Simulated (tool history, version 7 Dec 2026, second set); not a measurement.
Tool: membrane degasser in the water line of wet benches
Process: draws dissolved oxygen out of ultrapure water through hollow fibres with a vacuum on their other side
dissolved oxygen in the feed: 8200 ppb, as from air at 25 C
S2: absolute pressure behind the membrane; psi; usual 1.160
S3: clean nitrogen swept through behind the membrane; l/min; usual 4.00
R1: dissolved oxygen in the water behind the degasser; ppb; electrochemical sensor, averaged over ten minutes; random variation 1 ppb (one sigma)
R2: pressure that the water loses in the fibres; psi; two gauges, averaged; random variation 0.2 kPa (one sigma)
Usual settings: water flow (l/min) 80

{"run": 1, "hour": 0.0, "water flow (l/min)": 80, "S2": 1.16, "S3": 4.0, "R1": 216.5, "R2": 6.628}
{"run": 2, "hour": 219.9, "water flow (l/min)": 80, "S2": 1.16, "S3": 4.0, "R1": 218.2, "R2": 6.595}
{"run": 3, "hour": 438.9, "water flow (l/min)": 80, "S2": 1.16, "S3": 4.0, "R1": 216.9, "R2": 6.585}
{"run": 4, "hour": 587.7, "water flow (l/min)": 64, "S2": 1.16, "S3": 4.0, "R1": 177.3, "R2": 5.236}
{"hour": 701.3, "done": "vacuum gauge calibrated"}
{"run": 5, "hour": 778.0, "water flow (l/min)": 64, "S2": 1.16, "S3": 4.0, "R1": 176.1, "R2": 5.256}
{"run": 6, "hour": 1113.3, "water flow (l/min)": 50, "S2": 1.16, "S3": 4.0, "R1": 139.9, "R2": 4.129}
{"run": 7, "hour": 1326.8, "water flow (l/min)": 50, "S2": 1.16, "S3": 4.0, "R1": 141.8, "R2": 4.135}
{"run": 8, "hour": 1514.4, "water flow (l/min)": 50, "S2": 1.16, "S3": 4.0, "R1": 141.0, "R2": 4.099}
{"hour": 1574.0, "done": "vacuum gauge calibrated, once more"}
{"run": 9, "hour": 1841.7, "water flow (l/min)": 80, "S2": 1.16, "S3": 4.0, "R1": 219.1, "R2": 6.646}
{"run": 10, "hour": 1985.6, "water flow (l/min)": 80, "S2": 1.16, "S3": 4.0, "R1": 217.9, "R2": 6.617}
{"run": 11, "hour": 2157.1, "water flow (l/min)": 80, "S2": 1.16, "S3": 4.0, "R1": 218.3, "R2": 6.585}
{"run": 12, "hour": 2297.8, "water flow (l/min)": 80, "S2": 1.16, "S3": 4.3, "R1": 206.8, "R2": 6.698}
{"run": 13, "hour": 2530.5, "water flow (l/min)": 80, "S2": 1.16, "S3": 4.0, "R1": 219.6, "R2": 6.66}
{"run": 14, "hour": 2733.6, "water flow (l/min)": 80, "S2": 1.845, "S3": 4.0, "R1": 419.9, "R2": 6.615}
{"run": 15, "hour": 2994.5, "water flow (l/min)": 80, "S2": 1.16, "S3": 4.0, "R1": 219.1, "R2": 6.701}
{"hour": 3089.0, "done": "seals of the vacuum lines changed"}
{"run": 16, "hour": 3173.3, "water flow (l/min)": 60, "S2": 1.16, "S3": 4.0, "R1": 168.1, "R2": 5.004}
{"run": 17, "hour": 3459.9, "water flow (l/min)": 67, "S2": 1.781, "S3": 12.0, "R1": 126.5, "R2": 5.564}
{"run": 18, "hour": 3631.3, "water flow (l/min)": 67, "S2": 1.781, "S3": 12.0, "R1": 126.7, "R2": 5.594}
{"run": 19, "hour": 3947.9, "water flow (l/min)": 80, "S2": 1.497, "S3": 10.83, "R1": 133.0, "R2": 6.66}
{"run": 20, "hour": 4161.4, "water flow (l/min)": 80, "S2": 1.497, "S3": 10.83, "R1": 132.4, "R2": 6.646}
{"run": 21, "hour": 4419.6, "water flow (l/min)": 75, "S2": 0.782, "S3": 5.27, "R1": 79.7, "R2": 6.308}
{"run": 22, "hour": 4667.1, "water flow (l/min)": 72, "S2": 1.285, "S3": 2.9, "R1": 307.3, "R2": 5.99}
{"run": 23, "hour": 4904.0, "water flow (l/min)": 72, "S2": 1.285, "S3": 2.9, "R1": 305.0, "R2": 6.089}
{"run": 24, "hour": 5060.3, "water flow (l/min)": 72, "S2": 1.285, "S3": 2.9, "R1": 306.4, "R2": 6.054}
{"run": 25, "hour": 5333.4, "water flow (l/min)": 107, "S2": 1.16, "S3": 4.7, "R1": 255.9, "R2": 8.933}
{"run": 26, "hour": 5585.7, "water flow (l/min)": 107, "S2": 1.16, "S3": 4.7, "R1": 255.3, "R2": 9.034}
{"hour": 5912.2, "done": "vacuum gauge calibrated"}
{"run": 27, "hour": 5912.2, "water flow (l/min)": 107, "S2": 1.16, "S3": 4.7, "R1": 248.4, "R2": 8.997}
{"run": 28, "hour": 6149.5, "water flow (l/min)": 107, "S2": 1.16, "S3": 4.7, "R1": 250.1, "R2": 8.995}
{"run": 29, "hour": 6434.9, "water flow (l/min)": 107, "S2": 1.16, "S3": 4.7, "R1": 249.7, "R2": 9.076}
{"run": 30, "hour": 6603.1, "water flow (l/min)": 107, "S2": 1.16, "S3": 4.7, "R1": 248.8, "R2": 9.063}
{"run": 31, "hour": 6817.0, "water flow (l/min)": 57, "S2": 1.16, "S3": 3.6, "R1": 170.6, "R2": 4.795}

Forecast each of these 3 alternatives for the next run:
{"run": "A", "hour": 7108.8, "water flow (l/min)": 70, "S2": 2.331, "S3": 4.0, "R1": "?", "R2": "?"}
{"run": "B", "hour": 7108.8, "water flow (l/min)": 80, "S2": 1.43, "S3": 4.0, "R1": "?", "R2": "?"}
{"run": "C", "hour": 7108.8, "water flow (l/min)": 80, "S2": 1.16, "S3": 5.58, "R1": "?", "R2": "?"}

run=A R1=485.4 R2=5.944
run=B R1=294.5 R2=6.744
run=C R1=162.5 R2=6.769
Without the tool's hidden state the same runs would have given:
run=A R1=483.3 R2=5.490
run=B R1=292.1 R2=6.226
run=C R1=159.9 R2=6.247

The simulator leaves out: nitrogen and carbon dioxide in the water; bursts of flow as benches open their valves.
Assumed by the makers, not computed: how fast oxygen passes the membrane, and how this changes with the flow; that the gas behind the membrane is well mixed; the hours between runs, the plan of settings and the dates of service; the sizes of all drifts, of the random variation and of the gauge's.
